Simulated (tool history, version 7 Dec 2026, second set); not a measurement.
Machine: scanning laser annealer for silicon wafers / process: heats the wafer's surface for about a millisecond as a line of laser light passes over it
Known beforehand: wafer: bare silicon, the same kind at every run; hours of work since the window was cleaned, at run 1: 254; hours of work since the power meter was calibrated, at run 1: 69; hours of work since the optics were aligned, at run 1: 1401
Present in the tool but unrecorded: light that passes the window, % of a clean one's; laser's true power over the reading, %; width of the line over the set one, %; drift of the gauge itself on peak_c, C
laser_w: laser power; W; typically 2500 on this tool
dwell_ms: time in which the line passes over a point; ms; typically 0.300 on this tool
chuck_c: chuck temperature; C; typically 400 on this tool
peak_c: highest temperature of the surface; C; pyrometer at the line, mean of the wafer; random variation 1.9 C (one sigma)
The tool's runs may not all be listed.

| run | day | laser_w | dwell_ms | chuck_c | hours of work since the window was cleaned | hours of work since the power meter was calibrated | hours of work since the optics were aligned | peak_c |
|---|---|---|---|---|---|---|---|---|
| 1 | 0.000 | 2500 | 0.300 | 400 | 254 | 69 | 1401 | 1151 |
| 2 | 0.479 | 2500 | 0.300 | 400 | 260 | 76 | 1407 | 1150 |
| 3 | 0.696 | 2500 | 0.300 | 374 | 263 | 79 | 1410 | 1123 |
| 4 | 1.183 | 2500 | 0.300 | 374 | 269 | 85 | 1416 | 1121 |
| 5 | 1.488 | 2500 | 0.300 | 374 | 273 | 89 | 1420 | 1118 |
| 6 | 1.833 | 2500 | 0.300 | 407 | 278 | 93 | 1425 | 1154 |
| 7 | 2.138 | 2500 | 0.300 | 400 | 282 | 97 | 1429 | 1149 |
| 8 | 2.575 | 2500 | 0.300 | 400 | 287 | 103 | 1435 | 1148 |
| 9 | 2.883 | 2500 | 0.300 | 400 | 291 | 107 | 1438 | 1151 |
| 10 | 3.179 | 2500 | 0.244 | 400 | 295 | 111 | 1442 | 1079 |
| 11 | 3.596 | 2500 | 0.300 | 425 | 301 | 116 | 1448 | 1172 |
| 12 | 3.938 | 2652 | 0.300 | 425 | 305 | 121 | 1452 | 1232 |
| 13 | 4.208 | 2652 | 0.300 | 425 | 309 | 124 | 1456 | 1229 |
| 14 | 4.454 | 2500 | 0.330 | 400 | 312 | 127 | 1459 | 1181 |
| 15 | 4.838 | 2500 | 0.330 | 400 | 317 | 132 | 1464 | 1185 |
| 16 | 5.212 | 2500 | 0.330 | 400 | 322 | 137 | 1469 | 1181 |
| 17 | 5.583 | 2500 | 0.330 | 400 | 327 | 142 | 1474 | 1182 |
| 18 | 5.808 | 2500 | 0.330 | 400 | 329 | 145 | 1476 | 1182 |
|  | 6.138 | window over the wafer cleaned |
| 19 | 6.404 | 2445 | 0.300 | 400 | 3 | 152 | 1483 | 1128 |
| 20 | 6.725 | 2445 | 0.300 | 400 | 8 | 156 | 1487 | 1131 |
| 21 | 7.229 | 2243 | 0.287 | 392 | 14 | 162 | 1494 | 1035 |
| 22 | 7.458 | 2243 | 0.287 | 392 | 17 | 165 | 1497 | 1032 |
| 23 | 7.846 | 2243 | 0.358 | 392 | 22 | 170 | 1502 | 1106 |
| 24 | 8.162 | 2243 | 0.274 | 392 | 26 | 174 | 1506 | 1022 |
| 25 | 8.683 | 2500 | 0.300 | 381 | 33 | 181 | 1513 | 1129 |
| 26 | 8.988 | 2600 | 0.300 | 400 | 37 | 185 | 1517 | 1187 |
| 27 | 9.267 | 2600 | 0.376 | 431 | 41 | 189 | 1520 | 1304 |
| 28 | 9.579 | 2600 | 0.376 | 431 | 45 | 193 | 1524 | 1305 |
| 29 | 9.983 | 2357 | 0.337 | 416 | 50 | 198 | 1530 | 1151 |
| 30 | 10.450 | 2232 | 0.315 | 400 | 56 | 204 | 1536 | 1068 |
| 31 | 10.946 | 2701 | 0.315 | 411 | 62 | 211 | 1542 | 1251 |
| 32 | 11.212 | 2353 | 0.315 | 411 | 66 | 214 | 1546 | 1121 |
| 33 | 11.700 | 2500 | 0.292 | 398 | 72 | 220 | 1552 | 1139 |
| 34 | 12.121 | 2408 | 0.253 | 419 | 78 | 226 | 1557 | 1080 |
| 35 | 12.571 | 2231 | 0.236 | 431 | 84 | 232 | 1563 | 1014 |
| 36 | 13.071 | 2691 | 0.257 | 433 | 90 | 238 | 1570 | 1194 |
| 37 | 13.462 | 2139 | 0.300 | 413 | 95 | 243 | 1575 | 1031 |
| 38 | 13.792 | 2139 | 0.300 | 413 | 99 | 248 | 1579 | 1030 |
| 39 | 14.117 | 2139 | 0.300 | 413 | 104 | 252 | 1583 | 1030 |
| 40 | 14.417 | 2610 | 0.368 | 396 | 108 | 256 | 1587 | 1263 |

Hidden condition of the tool, last listed run before each entry between runs versus first listed run after:
Runs 18 to 19: window over the wafer cleaned (day 6.138)
  light that passes the window, % of a clean one's: 99.94 -> 100
